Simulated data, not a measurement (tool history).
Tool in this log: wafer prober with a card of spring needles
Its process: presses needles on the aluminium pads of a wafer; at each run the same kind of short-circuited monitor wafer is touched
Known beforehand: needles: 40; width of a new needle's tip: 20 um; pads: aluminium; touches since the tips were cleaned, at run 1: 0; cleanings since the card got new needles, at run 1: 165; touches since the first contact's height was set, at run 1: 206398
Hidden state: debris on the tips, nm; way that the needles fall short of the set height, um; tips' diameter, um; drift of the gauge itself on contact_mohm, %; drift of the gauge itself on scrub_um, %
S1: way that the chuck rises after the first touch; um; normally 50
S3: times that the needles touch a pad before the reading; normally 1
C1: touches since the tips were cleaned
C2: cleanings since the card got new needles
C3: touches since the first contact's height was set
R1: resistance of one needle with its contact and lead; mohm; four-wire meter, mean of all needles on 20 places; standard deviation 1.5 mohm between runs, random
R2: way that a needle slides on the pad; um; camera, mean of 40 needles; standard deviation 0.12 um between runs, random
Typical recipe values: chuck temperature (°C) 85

{"run": 1, "day": 0.0, "S1": 50, "chuck temperature (°C)": 85, "S3": 1, "C1": 0, "C2": 165, "C3": 206398, "R1": 190, "R2": 10.98}
{"day": 0.429, "done": "tips cleaned on abrasive film"}
{"day": 0.854, "done": "tips cleaned on abrasive film"}
{"day": 1.388, "done": "tips cleaned on abrasive film"}
{"day": 1.888, "done": "card fitted with new needles"}
{"run": 2, "day": 1.954, "S1": 50, "chuck temperature (°C)": 85, "S3": 1, "C1": 394, "C2": 0, "C3": 394, "R1": 186, "R2": 13.17}
{"day": 2.383, "done": "tips cleaned on abrasive film"}
{"day": 2.812, "done": "tips cleaned on abrasive film"}
{"day": 3.238, "done": "tips cleaned on abrasive film"}
{"day": 3.667, "done": "tips cleaned on abrasive film"}
{"day": 4.2, "done": "tips cleaned on abrasive film"}
{"run": 3, "day": 4.321, "S1": 50, "chuck temperature (°C)": 85, "S3": 1, "C1": 713, "C2": 5, "C3": 14253, "R1": 224, "R2": 13.14}
{"day": 4.646, "done": "tips cleaned on abrasive film"}
{"day": 5.179, "done": "tips cleaned on abrasive film"}
{"day": 5.604, "done": "tips cleaned on abrasive film"}
{"run": 4, "day": 5.729, "S1": 50, "chuck temperature (°C)": 85, "S3": 3, "C1": 721, "C2": 8, "C3": 22488, "R1": 170, "R2": 13}
{"day": 6.05, "done": "tips cleaned on abrasive film"}
{"day": 6.475, "done": "tips cleaned on abrasive film"}
{"day": 6.904, "done": "tips cleaned on abrasive film"}
{"day": 7.354, "done": "tips cleaned on abrasive film"}
{"run": 5, "day": 7.354, "S1": 50, "chuck temperature (°C)": 85, "S3": 1, "C1": 0, "C2": 12, "C3": 32004, "R1": 167, "R2": 12.65}
{"day": 7.888, "done": "tips cleaned on abrasive film"}
{"day": 8.317, "done": "tips cleaned on abrasive film"}
{"day": 8.85, "done": "tips cleaned on abrasive film"}
{"day": 9.275, "done": "tips cleaned on abrasive film"}
{"run": 6, "day": 9.529, "S1": 50, "chuck temperature (°C)": 85, "S3": 1, "C1": 1489, "C2": 16, "C3": 44757, "R1": 267, "R2": 12.62}
{"day": 9.746, "done": "tips cleaned on abrasive film"}
{"day": 10.279, "done": "tips cleaned on abrasive film"}
{"day": 10.704, "done": "tips cleaned on abrasive film"}
{"day": 11.133, "done": "tips cleaned on abrasive film"}
{"day": 11.35, "done": "tips cleaned on abrasive film, once more"}
{"day": 11.779, "done": "tips cleaned on abrasive film"}
{"run": 7, "day": 11.929, "S1": 50, "chuck temperature (°C)": 85, "S3": 1, "C1": 910, "C2": 22, "C3": 58812, "R1": 237, "R2": 12.33}
{"day": 12.254, "done": "tips cleaned on abrasive film"}
{"day": 12.679, "done": "tips cleaned on abrasive film"}
{"day": 13.108, "done": "tips cleaned on abrasive film"}
{"day": 13.538, "done": "tips cleaned on abrasive film"}
{"run": 8, "day": 13.6, "S1": 50, "chuck temperature (°C)": 85, "S3": 1, "C1": 363, "C2": 26, "C3": 68566, "R1": 204, "R2": 12.48}
{"day": 14.025, "done": "tips cleaned on abrasive film"}
{"day": 14.558, "done": "tips cleaned on abrasive film"}
{"day": 15.092, "done": "tips cleaned on abrasive film"}
{"day": 15.625, "done": "tips cleaned on abrasive film"}
{"run": 9, "day": 15.683, "S1": 50, "chuck temperature (°C)": 85, "S3": 1, "C1": 332, "C2": 30, "C3": 80792, "R1": 203, "R2": 12.17}
{"day": 16.112, "done": "tips cleaned on abrasive film"}
{"day": 16.538, "done": "tips cleaned on abrasive film"}
{"day": 16.967, "done": "tips cleaned on abrasive film"}
{"run": 10, "day": 16.988, "S1": 50, "chuck temperature (°C)": 85, "S3": 1, "C1": 114, "C2": 33, "C3": 88418, "R1": 180, "R2": 12.17}
{"day": 17.412, "done": "tips cleaned on abrasive film"}
{"day": 17.842, "done": "tips cleaned on abrasive film"}
{"day": 18.271, "done": "tips cleaned on abrasive film"}
{"day": 18.696, "done": "tips cleaned on abrasive film"}
{"day": 19.229, "done": "tips cleaned on abrasive film"}
{"day": 19.762, "done": "tips cleaned on abrasive film"}
{"run": 11, "day": 20.092, "S1": 50, "chuck temperature (°C)": 85, "S3": 1, "C1": 1945, "C2": 39, "C3": 106637, "R1": 321, "R2": 11.71}
{"day": 20.204, "done": "tips cleaned on abrasive film"}
{"day": 20.629, "done": "tips cleaned on abrasive film"}
{"day": 21.058, "done": "tips cleaned on abrasive film"}
{"day": 21.488, "done": "tips cleaned on abrasive film"}
{"day": 21.912, "done": "tips cleaned on abrasive film"}
{"run": 12, "day": 22.075, "S1": 50, "chuck temperature (°C)": 85, "S3": 1, "C1": 943, "C2": 44, "C3": 118221, "R1": 260, "R2": 11.68}
{"day": 22.396, "done": "tips cleaned on abrasive film"}
{"day": 22.825, "done": "tips cleaned on abrasive film"}
{"day": 23.358, "done": "tips cleaned on abrasive film"}
{"day": 23.783, "done": "tips cleaned on abrasive film"}
{"day": 24.212, "done": "tips cleaned on abrasive film"}
{"run": 13, "day": 24.458, "S1": 46, "chuck temperature (°C)": 85, "S3": 1, "C1": 1437, "C2": 49, "C3": 132179, "R1": 351, "R2": 10.47}
{"day": 24.671, "done": "tips cleaned on abrasive film"}
{"day": 25.1, "done": "tips cleaned on abrasive film"}
{"day": 25.529, "done": "tips cleaned on abrasive film"}
{"day": 26.062, "done": "tips cleaned on abrasive film"}
{"day": 26.596, "done": "tips cleaned on abrasive film"}
{"day": 27.025, "done": "tips cleaned on abrasive film"}
{"run": 14, "day": 27.092, "S1": 46, "chuck temperature (°C)": 85, "S3": 1, "C1": 398, "C2": 55, "C3": 147604, "R1": 235, "R2": 10.36}
{"day": 27.521, "done": "tips cleaned on abrasive film"}
{"day": 27.946, "done": "tips cleaned on abrasive film"}
{"day": 28.375, "done": "tips cleaned on abrasive film"}
{"day": 28.804, "done": "tips cleaned on abrasive film"}
{"day": 29.229, "done": "tips cleaned on abrasive film"}
{"day": 29.658, "done": "tips cleaned on abrasive film"}
{"run": 15, "day": 29.967, "S1": 46, "chuck temperature (°C)": 85, "S3": 1, "C1": 1836, "C2": 61, "C3": 164465, "R1": 382, "R2": 10}
{"day": 30.183, "done": "tips cleaned on abrasive film"}
{"day": 30.612, "done": "tips cleaned on abrasive film"}
{"day": 31.042, "done": "tips cleaned on abrasive film"}
{"day": 31.575, "done": "tips cleaned on abrasive film"}
{"day": 32.0, "done": "tips cleaned on abrasive film"}
{"run": 16, "day": 32.246, "S1": 46, "chuck temperature (°C)": 85, "S3": 1, "C1": 1436, "C2": 66, "C3": 177795, "R1": 345, "R2": 10.17}
{"day": 32.462, "done": "tips cleaned on abrasive film"}
{"day": 32.888, "done": "tips cleaned on abrasive film"}
{"day": 33.317, "done": "tips cleaned on abrasive film"}
{"day": 33.746, "done": "tips cleaned on abrasive film"}
{"run": 17, "day": 33.958, "S1": 46, "chuck temperature (°C)": 85, "S3": 1, "C1": 1264, "C2": 70, "C3": 187822, "R1": 379, "R2": 9.95}
{"day": 34.179, "done": "tips cleaned on abrasive film"}
{"day": 34.712, "done": "tips cleaned on abrasive film"}
{"day": 35.142, "done": "tips cleaned on abrasive film"}
{"day": 35.567, "done": "tips cleaned on abrasive film"}
{"day": 35.996, "done": "tips cleaned on abrasive film"}
{"run": 18, "day": 36.283, "S1": 46, "chuck temperature (°C)": 85, "S3": 1, "C1": 1706, "C2": 75, "C3": 201450, "R1": 417, "R2": 9.87}
{"day": 36.5, "done": "tips cleaned on abrasive film"}
{"day": 36.929, "done": "tips cleaned on abrasive film"}
{"day": 37.354, "done": "tips cleaned on abrasive film"}
{"day": 37.892, "done": "tips cleaned on abrasive film"}
{"day": 38.317, "done": "tips cleaned on abrasive film"}
{"day": 38.85, "done": "tips cleaned on abrasive film"}
{"day": 39.279, "done": "tips cleaned on abrasive film"}
{"run": 19, "day": 39.404, "S1": 60, "chuck temperature (°C)": 85, "S3": 1, "C1": 743, "C2": 82, "C3": 219721, "R1": 242, "R2": 13.19}
{"day": 39.725, "done": "tips cleaned on abrasive film"}
{"day": 40.154, "done": "tips cleaned on abrasive film"}
{"day": 40.583, "done": "tips cleaned on abrasive film"}
{"day": 41.008, "done": "tips cleaned on abrasive film"}
{"run": 20, "day": 41.229, "S1": 31, "chuck temperature (°C)": 115, "S3": 2, "C1": 1293, "C2": 86, "C3": 230403, "R1": 552, "R2": 5.4}
{"day": 41.446, "done": "tips cleaned on abrasive film"}
{"day": 41.875, "done": "tips cleaned on abrasive film"}
{"day": 42.408, "done": "tips cleaned on abrasive film"}
{"day": 42.421, "done": "height of the first contact set anew"}
{"day": 42.846, "done": "tips cleaned on abrasive film"}
{"run": 21, "day": 43.217, "S1": 31, "chuck temperature (°C)": 70, "S3": 2, "C1": 2177, "C2": 90, "C3": 4681, "R1": 424, "R2": 8.15}
{"day": 43.325, "done": "tips cleaned on abrasive film"}
{"day": 43.754, "done": "tips cleaned on abrasive film"}
{"day": 44.179, "done": "tips cleaned on abrasive film"}
{"day": 44.608, "done": "tips cleaned on abrasive film"}
{"day": 45.142, "done": "tips cleaned on abrasive film"}
{"day": 45.571, "done": "tips cleaned on abrasive film"}
{"day": 46.0, "done": "tips cleaned on abrasive film"}
{"run": 22, "day": 46.329, "S1": 31, "chuck temperature (°C)": 70, "S3": 2, "C1": 1965, "C2": 97, "C3": 22922, "R1": 422, "R2": 8.12}

Predict the results of run 23:
{"day": 46.442, "done": "tips cleaned on abrasive film"}
{"day": 46.867, "done": "tips cleaned on abrasive film"}
{"day": 47.296, "done": "tips cleaned on abrasive film"}
{"day": 47.829, "done": "tips cleaned on abrasive film"}
{"day": 48.362, "done": "tips cleaned on abrasive film"}
{"run": 23, "day": 48.408, "S1": 31, "chuck temperature (°C)": 70, "S3": 2, "C1": 257, "C2": 102, "C3": 35071, "R1": "?", "R2": "?"}

For run 23 the tool returned R1 245 mohm, R2 7.83 um.
Without the tool's hidden state the same run would have given R1 150 mohm, R2 8.24 um.

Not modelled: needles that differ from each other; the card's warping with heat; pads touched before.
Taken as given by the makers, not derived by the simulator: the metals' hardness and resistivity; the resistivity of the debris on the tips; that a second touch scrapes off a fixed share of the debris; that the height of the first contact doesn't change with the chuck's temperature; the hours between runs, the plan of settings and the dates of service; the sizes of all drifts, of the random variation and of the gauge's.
